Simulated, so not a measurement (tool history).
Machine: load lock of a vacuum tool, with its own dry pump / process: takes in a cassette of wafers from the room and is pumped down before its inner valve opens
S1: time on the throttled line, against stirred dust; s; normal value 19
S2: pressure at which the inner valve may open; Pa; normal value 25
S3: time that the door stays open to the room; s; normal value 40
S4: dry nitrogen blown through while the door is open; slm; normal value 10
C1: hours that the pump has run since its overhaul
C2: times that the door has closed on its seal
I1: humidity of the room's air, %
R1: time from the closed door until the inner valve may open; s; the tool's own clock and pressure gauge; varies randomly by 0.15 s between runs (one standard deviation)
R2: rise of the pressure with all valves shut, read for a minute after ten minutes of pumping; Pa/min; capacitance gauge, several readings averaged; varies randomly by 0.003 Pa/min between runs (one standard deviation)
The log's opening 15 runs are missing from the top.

Run 16, hour 1196.9: usual settings but S4 23 slm; C1 3256; C2 28968; I1 46.3. Result: R1 29 s, R2 0.171 Pa/min.
Run 17, hour 1280.1: usual settings; C1 3339; C2 29344; I1 44.2. Result: R1 28.8 s, R2 0.184 Pa/min.
Run 18, hour 1377.4: usual settings; C1 3436; C2 29784; I1 43.5. Result: R1 29.1 s, R2 0.183 Pa/min.
Run 19, hour 1481: usual settings but S1 13 s, S3 34 s, S4 9 slm; C1 3540; C2 30252; I1 43.8. Result: R1 24.2 s, R2 0.193 Pa/min.
Run 20, hour 1553.5: usual settings but S1 13 s, S3 34 s, S4 9 slm; C1 3612; C2 30580; I1 47.3. Result: R1 24.1 s, R2 0.194 Pa/min.
Run 21, hour 1619.8: usual settings but S1 22 s, S2 47 Pa, S3 79 s, S4 27 slm; C1 3678; C2 30879; I1 44.1. Result: R1 30.2 s, R2 0.182 Pa/min.
Run 22, hour 1679.5: usual settings but S1 22 s, S2 47 Pa, S3 79 s, S4 27 slm; C1 3738; C2 31149; I1 44.6. Result: R1 30.2 s, R2 0.188 Pa/min.
Run 23, hour 1742.6: usual settings but S1 26 s, S2 20 Pa, S3 138 s, S4 9 slm; C1 3801; C2 31434; I1 42.3. Result: R1 35 s, R2 0.215 Pa/min.
Run 24, hour 1830.8: usual settings but S1 18 s, S2 32 Pa, S3 110 s, S4 19 slm; C1 3889; C2 31833; I1 47.4. Result: R1 27.7 s, R2 0.211 Pa/min.
Run 25, hour 1885.8: usual settings but S2 29 Pa, S4 7 slm; C1 3945; C2 32081; I1 43.8. Result: R1 28.7 s, R2 0.209 Pa/min.
Run 26, hour 1966.6: usual settings but S2 41 Pa, S3 62 s; C1 4025; C2 32446; I1 44.4. Result: R1 28.4 s, R2 0.212 Pa/min.
Run 27, hour 2041.8: usual settings but S2 41 Pa, S3 62 s; C1 4101; C2 32786; I1 42.9. Result: R1 28.3 s, R2 0.209 Pa/min.
Run 28, hour 2121.3: usual settings but S1 20 s, S2 41 Pa, S3 200 s, S4 30 slm; C1 4180; C2 33146; I1 47.1. Result: R1 29.4 s, R2 0.213 Pa/min.
Run 29, hour 2183.5: usual settings but S1 29 s, S2 27 Pa, S3 200 s, S4 45 slm; C1 4242; C2 33427; I1 46.1. Result: R1 37 s, R2 0.209 Pa/min.
Run 30, hour 2290.8: usual settings but S1 29 s, S2 35 Pa, S3 215 s, S4 45 slm; C1 4349; C2 33911; I1 45.3. Result: R1 36.4 s, R2 0.207 Pa/min.
Run 31, hour 2396.4: usual settings but S1 29 s, S2 35 Pa, S3 215 s, S4 45 slm; C1 4455; C2 34389; I1 43.8. Result: R1 36.8 s, R2 0.217 Pa/min.
Run 32, hour 2477.9: usual settings but S1 29 s, S2 35 Pa, S3 215 s, S4 45 slm; C1 4537; C2 34757; I1 46.9. Result: R1 36.6 s, R2 0.225 Pa/min.
Run 33, hour 2546.1: usual settings but S3 107 s; C1 4605; C2 35065; I1 41.7. Result: R1 29 s, R2 0.235 Pa/min.
Run 34, hour 2622.3: usual settings but S4 6 slm; C1 4681; C2 35409; I1 47.1. Result: R1 29.1 s, R2 0.242 Pa/min.
Run 35, hour 2698.8: usual settings but S4 6 slm; C1 4758; C2 35755; I1 42.2. Result: R1 29.3 s, R2 0.239 Pa/min.
Run 36, hour 2792.3: usual settings but S1 12 s, S2 34 Pa, S4 21 slm; C1 4851; C2 36178; I1 45.8. Result: R1 22.8 s, R2 0.226 Pa/min.

Branching from run 36: 5 alternative next runs. What would each branch give?
Run A, hour 2897.7: usual settings but S1 12 s, S2 27 Pa, S3 114 s, S4 15 slm; C1 4956; C2 36654; I1 43.6. Result: R1 ?, R2 ?.
Run B, hour 2897.7: usual settings but S1 12 s, S2 34 Pa, S3 161 s, S4 21 slm; C1 4956; C2 36654; I1 48.3. Result: R1 ?, R2 ?.
Run C, hour 2897.7: usual settings but S1 12 s, S2 34 Pa, S3 171 s, S4 21 slm; C1 4956; C2 36654; I1 47.6. Result: R1 ?, R2 ?.
Run D, hour 2897.7: usual settings but S1 12 s, S2 34 Pa, S3 166 s, S4 11 slm; C1 4956; C2 36654; I1 44.6. Result: R1 ?, R2 ?.
Run E, hour 2897.7: usual settings but S1 20 s, S3 35 s, S4 7 slm; C1 4956; C2 36654; I1 43.3. Result: R1 ?, R2 ?.

run    R1     R2
  A  23.3  0.246
  B  23.2  0.248
  C    23  0.255
  D    23  0.259
  E  29.9  0.243
Without the tool's hidden state the same runs would have given:
run    R1     R2
  A  22.7   0.05
  B  22.6  0.053
  C  22.4  0.057
  D  22.5  0.065
  E  29.4  0.044

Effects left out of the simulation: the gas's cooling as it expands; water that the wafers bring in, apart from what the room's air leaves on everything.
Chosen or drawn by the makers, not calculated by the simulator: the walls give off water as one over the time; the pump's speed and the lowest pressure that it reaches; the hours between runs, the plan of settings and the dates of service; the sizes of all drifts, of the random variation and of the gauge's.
